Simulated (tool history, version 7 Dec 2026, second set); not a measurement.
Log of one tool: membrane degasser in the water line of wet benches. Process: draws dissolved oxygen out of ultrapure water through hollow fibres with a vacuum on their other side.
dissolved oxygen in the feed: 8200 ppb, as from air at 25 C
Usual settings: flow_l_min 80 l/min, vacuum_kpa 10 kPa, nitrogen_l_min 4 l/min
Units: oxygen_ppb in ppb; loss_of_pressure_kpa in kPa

{"run": 1, "hour": 0.0, "flow_l_min": 80, "vacuum_kpa": 10, "nitrogen_l_min": 4, "oxygen_ppb": 375.3, "loss_of_pressure_kpa": 25.99}
{"run": 2, "hour": 78.9, "flow_l_min": 80, "vacuum_kpa": 10, "nitrogen_l_min": 4, "oxygen_ppb": 367.8, "loss_of_pressure_kpa": 26.05}
{"run": 3, "hour": 159.7, "flow_l_min": 80, "vacuum_kpa": 10, "nitrogen_l_min": 4, "oxygen_ppb": 373.2, "loss_of_pressure_kpa": 25.83}
{"run": 4, "hour": 237.5, "flow_l_min": 80, "vacuum_kpa": 10, "nitrogen_l_min": 4, "oxygen_ppb": 368.4, "loss_of_pressure_kpa": 26.25}
{"run": 5, "hour": 313.0, "flow_l_min": 80, "vacuum_kpa": 10, "nitrogen_l_min": 4, "oxygen_ppb": 366, "loss_of_pressure_kpa": 26.24}
{"run": 6, "hour": 383.6, "flow_l_min": 80, "vacuum_kpa": 10, "nitrogen_l_min": 4, "oxygen_ppb": 366, "loss_of_pressure_kpa": 26.21}
{"hour": 389.4, "done": "vacuum gauge calibrated"}
{"run": 7, "hour": 484.9, "flow_l_min": 80, "vacuum_kpa": 10, "nitrogen_l_min": 4, "oxygen_ppb": 375.2, "loss_of_pressure_kpa": 26.27}
{"run": 8, "hour": 535.4, "flow_l_min": 76, "vacuum_kpa": 10, "nitrogen_l_min": 4, "oxygen_ppb": 352.8, "loss_of_pressure_kpa": 24.83}
{"run": 9, "hour": 646.5, "flow_l_min": 76, "vacuum_kpa": 10, "nitrogen_l_min": 4, "oxygen_ppb": 347.5, "loss_of_pressure_kpa": 24.7}
{"run": 10, "hour": 759.8, "flow_l_min": 110, "vacuum_kpa": 12.5, "nitrogen_l_min": 3.05, "oxygen_ppb": 813.4, "loss_of_pressure_kpa": 36.06}

5 ways to go on from here, each from the tool as it stands after run 10. What would each give?
{"run": "A", "hour": 875.5, "flow_l_min": 80, "vacuum_kpa": 10, "nitrogen_l_min": 2.06, "oxygen_ppb": "?", "loss_of_pressure_kpa": "?"}
{"run": "B", "hour": 875.5, "flow_l_min": 125, "vacuum_kpa": 19.6, "nitrogen_l_min": 1.92, "oxygen_ppb": "?", "loss_of_pressure_kpa": "?"}
{"run": "C", "hour": 875.5, "flow_l_min": 70, "vacuum_kpa": 20.6, "nitrogen_l_min": 3.06, "oxygen_ppb": "?", "loss_of_pressure_kpa": "?"}
{"run": "D", "hour": 875.5, "flow_l_min": 51, "vacuum_kpa": 15.7, "nitrogen_l_min": 1.64, "oxygen_ppb": "?", "loss_of_pressure_kpa": "?"}
{"run": "E", "hour": 875.5, "flow_l_min": 94, "vacuum_kpa": 12.5, "nitrogen_l_min": 10.83, "oxygen_ppb": "?", "loss_of_pressure_kpa": "?"}

run=A oxygen_ppb=579.8 loss_of_pressure_kpa=26.2
run=B oxygen_ppb=1802 loss_of_pressure_kpa=41.22
run=C oxygen_ppb=862.7 loss_of_pressure_kpa=22.69
run=D oxygen_ppb=776.1 loss_of_pressure_kpa=16.8
run=E oxygen_ppb=318.5 loss_of_pressure_kpa=30.6
Without the tool's hidden state the same runs would have given:
run=A oxygen_ppb=567.6 loss_of_pressure_kpa=26.01
run=B oxygen_ppb=1788.5 loss_of_pressure_kpa=40.92
run=C oxygen_ppb=851 loss_of_pressure_kpa=22.52
run=D oxygen_ppb=764.5 loss_of_pressure_kpa=16.68
run=E oxygen_ppb=310.9 loss_of_pressure_kpa=30.37
